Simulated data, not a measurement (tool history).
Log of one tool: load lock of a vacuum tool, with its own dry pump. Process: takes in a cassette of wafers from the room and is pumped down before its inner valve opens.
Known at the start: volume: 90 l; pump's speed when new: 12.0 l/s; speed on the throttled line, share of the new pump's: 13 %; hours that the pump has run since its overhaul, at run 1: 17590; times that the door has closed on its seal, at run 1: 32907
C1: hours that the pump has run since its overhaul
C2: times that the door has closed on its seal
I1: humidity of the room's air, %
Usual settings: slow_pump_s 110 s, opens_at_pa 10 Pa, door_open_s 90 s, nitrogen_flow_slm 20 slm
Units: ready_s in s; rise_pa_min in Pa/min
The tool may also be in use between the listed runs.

{"run": 1, "hour": 0.0, "slow_pump_s": 110, "opens_at_pa": 10, "door_open_s": 90, "nitrogen_flow_slm": 20, "C1": 17590, "C2": 32907, "I1": 38.9, "ready_s": 177.6, "rise_pa_min": 0.275}
{"run": 2, "hour": 284.7, "slow_pump_s": 110, "opens_at_pa": 10, "door_open_s": 90, "nitrogen_flow_slm": 20, "C1": 17874, "C2": 33817, "I1": 49.9, "ready_s": 178.5, "rise_pa_min": 0.299}
{"run": 3, "hour": 530.7, "slow_pump_s": 110, "opens_at_pa": 10, "door_open_s": 90, "nitrogen_flow_slm": 7, "C1": 18120, "C2": 34604, "I1": 43.6, "ready_s": 179.6, "rise_pa_min": 0.307}
{"run": 4, "hour": 739.7, "slow_pump_s": 110, "opens_at_pa": 10, "door_open_s": 90, "nitrogen_flow_slm": 7, "C1": 18329, "C2": 35272, "I1": 45.8, "ready_s": 181.8, "rise_pa_min": 0.328}
{"run": 5, "hour": 943.3, "slow_pump_s": 110, "opens_at_pa": 10, "door_open_s": 90, "nitrogen_flow_slm": 7, "C1": 18533, "C2": 35923, "I1": 45.8, "ready_s": 179.4, "rise_pa_min": 0.333}
{"run": 6, "hour": 1405.2, "slow_pump_s": 174, "opens_at_pa": 17, "door_open_s": 33, "nitrogen_flow_slm": 12, "C1": 18995, "C2": 37399, "I1": 45.7, "ready_s": 227.4, "rise_pa_min": 0.333}
{"run": 7, "hour": 1831.0, "slow_pump_s": 174, "opens_at_pa": 17, "door_open_s": 33, "nitrogen_flow_slm": 12, "C1": 19421, "C2": 38761, "I1": 45.6, "ready_s": 225.7, "rise_pa_min": 0.344}
{"run": 8, "hour": 2147.7, "slow_pump_s": 174, "opens_at_pa": 17, "door_open_s": 33, "nitrogen_flow_slm": 34, "C1": 19737, "C2": 39773, "I1": 45.2, "ready_s": 228.3, "rise_pa_min": 0.35}
{"run": 9, "hour": 2652.3, "slow_pump_s": 101, "opens_at_pa": 10, "door_open_s": 90, "nitrogen_flow_slm": 10, "C1": 20242, "C2": 41386, "I1": 43.8, "ready_s": 172, "rise_pa_min": 0.387}
{"hour": 2982.0, "done": "door's seal changed, seat wiped"}
{"run": 10, "hour": 3156.2, "slow_pump_s": 110, "opens_at_pa": 15, "door_open_s": 112, "nitrogen_flow_slm": 20, "C1": 20744, "C2": 557, "I1": 43.5, "ready_s": 176.7, "rise_pa_min": 0.043}

Forecast each of these 4 alternatives for the next run:
{"run": "A", "hour": 3493.5, "slow_pump_s": 180, "opens_at_pa": 15, "door_open_s": 101, "nitrogen_flow_slm": 4, "C1": 21082, "C2": 1635, "I1": 43.8, "ready_s": "?", "rise_pa_min": "?"}
{"run": "B", "hour": 3493.5, "slow_pump_s": 110, "opens_at_pa": 10, "door_open_s": 90, "nitrogen_flow_slm": 19, "C1": 21082, "C2": 1635, "I1": 46.7, "ready_s": "?", "rise_pa_min": "?"}
{"run": "C", "hour": 3493.5, "slow_pump_s": 110, "opens_at_pa": 10, "door_open_s": 140, "nitrogen_flow_slm": 26, "C1": 21082, "C2": 1635, "I1": 42.1, "ready_s": "?", "rise_pa_min": "?"}
{"run": "D", "hour": 3493.5, "slow_pump_s": 110, "opens_at_pa": 12, "door_open_s": 112, "nitrogen_flow_slm": 20, "C1": 21082, "C2": 1635, "I1": 46.6, "ready_s": "?", "rise_pa_min": "?"}

run=A ready_s=237.4 rise_pa_min=0.062
run=B ready_s=182.5 rise_pa_min=0.048
run=C ready_s=180.8 rise_pa_min=0.045
run=D ready_s=180.3 rise_pa_min=0.052
Without the tool's hidden state the same runs would have given:
run=A ready_s=223.8 rise_pa_min=0.058
run=B ready_s=164.9 rise_pa_min=0.044
run=C ready_s=163.5 rise_pa_min=0.041
run=D ready_s=163.4 rise_pa_min=0.048
